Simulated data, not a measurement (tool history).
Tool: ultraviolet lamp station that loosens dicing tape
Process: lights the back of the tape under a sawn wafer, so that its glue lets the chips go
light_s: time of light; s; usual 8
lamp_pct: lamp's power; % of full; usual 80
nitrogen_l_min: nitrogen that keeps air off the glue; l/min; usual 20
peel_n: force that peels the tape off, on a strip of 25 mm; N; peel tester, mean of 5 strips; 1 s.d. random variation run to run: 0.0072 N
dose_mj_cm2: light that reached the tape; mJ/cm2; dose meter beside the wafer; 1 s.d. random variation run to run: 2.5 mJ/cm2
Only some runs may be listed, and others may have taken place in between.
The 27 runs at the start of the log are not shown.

run 28 hour=637.9 | light_s=5 lamp_pct=64 nitrogen_l_min=10 | peel_n=0.848 dose_mj_cm2=157
run 29 hour=656.6 | light_s=5 lamp_pct=71 nitrogen_l_min=10 | peel_n=0.72 dose_mj_cm2=171
run 30 hour=676.3 | light_s=8 lamp_pct=80 nitrogen_l_min=10 | peel_n=0.297 dose_mj_cm2=308
run 31 hour=705.4 | light_s=8 lamp_pct=64 nitrogen_l_min=7 | peel_n=0.466 dose_mj_cm2=244
run 32 hour=733.8 | light_s=5 lamp_pct=68 nitrogen_l_min=18 | peel_n=0.659 dose_mj_cm2=164
run 33 hour=751 | light_s=8 lamp_pct=82 nitrogen_l_min=14 | peel_n=0.267 dose_mj_cm2=314
run 34 hour=766.3 | light_s=8 lamp_pct=82 nitrogen_l_min=14 | peel_n=0.286 dose_mj_cm2=313
run 35 hour=794.1 | light_s=8 lamp_pct=89 nitrogen_l_min=19 | peel_n=0.241 dose_mj_cm2=338
run 36 hour=817 | light_s=8 lamp_pct=89 nitrogen_l_min=19 | peel_n=0.24 dose_mj_cm2=341
run 37 hour=837.6 | light_s=13 lamp_pct=89 nitrogen_l_min=19 | peel_n=0.202 dose_mj_cm2=554
run 38 hour=869.1 | light_s=6 lamp_pct=81 nitrogen_l_min=27 | peel_n=0.336 dose_mj_cm2=230
run 39 hour=891 | light_s=12 lamp_pct=81 nitrogen_l_min=34 | peel_n=0.2 dose_mj_cm2=468
run 40 hour=906.8 | light_s=5 lamp_pct=74 nitrogen_l_min=25 | peel_n=0.518 dose_mj_cm2=179
run 41 hour=928.4 | light_s=11 lamp_pct=86 nitrogen_l_min=15 | peel_n=0.214 dose_mj_cm2=455
run 42 hour=948.2 | light_s=11 lamp_pct=86 nitrogen_l_min=15 | peel_n=0.21 dose_mj_cm2=452
run 43 hour=976.7 | light_s=9 lamp_pct=76 nitrogen_l_min=20 | peel_n=0.25 dose_mj_cm2=331

Forecast each of these 3 alternatives for the next run:
run A hour=1006.1 | light_s=9 lamp_pct=68 nitrogen_l_min=7 | peel_n=? dose_mj_cm2=?
run B hour=1006.1 | light_s=10 lamp_pct=80 nitrogen_l_min=20 | peel_n=? dose_mj_cm2=?
run C hour=1006.1 | light_s=9 lamp_pct=80 nitrogen_l_min=20 | peel_n=? dose_mj_cm2=?

run=A peel_n=0.372 dose_mj_cm2=291
run=B peel_n=0.213 dose_mj_cm2=386
run=C peel_n=0.237 dose_mj_cm2=349
What these runs would have given with no unlogged condition in the tool:
run=A peel_n=0.371 dose_mj_cm2=292
run=B peel_n=0.213 dose_mj_cm2=388
run=C peel_n=0.237 dose_mj_cm2=350
